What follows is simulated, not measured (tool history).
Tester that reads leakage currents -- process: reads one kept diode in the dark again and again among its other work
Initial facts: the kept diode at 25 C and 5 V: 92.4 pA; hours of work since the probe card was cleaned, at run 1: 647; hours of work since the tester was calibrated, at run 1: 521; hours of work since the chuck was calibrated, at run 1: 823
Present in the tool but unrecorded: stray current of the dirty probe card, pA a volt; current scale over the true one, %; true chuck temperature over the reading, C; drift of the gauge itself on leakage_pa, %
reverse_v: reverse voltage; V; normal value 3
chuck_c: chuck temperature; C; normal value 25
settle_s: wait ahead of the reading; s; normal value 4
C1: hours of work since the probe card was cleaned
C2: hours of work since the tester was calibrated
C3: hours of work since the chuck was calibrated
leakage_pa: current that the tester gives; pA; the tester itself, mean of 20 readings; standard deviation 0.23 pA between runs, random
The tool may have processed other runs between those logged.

Run 1, hour 0: usual settings; C1 647; C2 521; C3 823. Result: leakage_pa 72.85 pA.
Run 2, hour 142.8: usual settings; C1 737; C2 611; C3 913. Result: leakage_pa 72.31 pA.
At hour 193: chuck's temperature calibrated.
Run 3, hour 267.2: usual settings but reverse_v 4.86 V; C1 815; C2 689; C3 47. Result: leakage_pa 94.47 pA.
Run 4, hour 351: usual settings but settle_s 3.69 s; C1 868; C2 742; C3 100. Result: leakage_pa 77.08 pA.
Run 5, hour 436: usual settings but settle_s 3.69 s; C1 921; C2 795; C3 153. Result: leakage_pa 76.51 pA.
At hour 611.4: probe card cleaned and baked.
Run 6, hour 631.5: usual settings but settle_s 6.6 s; C1 13; C2 917; C3 275. Result: leakage_pa 76.13 pA.
Run 7, hour 731.7: usual settings but settle_s 6.6 s; C1 76; C2 980; C3 338. Result: leakage_pa 76.69 pA.
Run 8, hour 933.8: usual settings but settle_s 6.6 s; C1 204; C2 1108; C3 466. Result: leakage_pa 75.86 pA.
Run 9, hour 1087.8: usual settings but settle_s 6.6 s; C1 301; C2 1205; C3 563. Result: leakage_pa 75.41 pA.

The next listed run, before its measurement:
Run 10, hour 1174.4: usual settings but reverse_v 2.44 V, chuck_c 38 C, settle_s 3.7 s; C1 355; C2 1259; C3 618. Result: leakage_pa ?.

leakage_pa: 166.75 pA
With no hidden state in the tool, this same run would have given leakage_pa 171.15 pA.
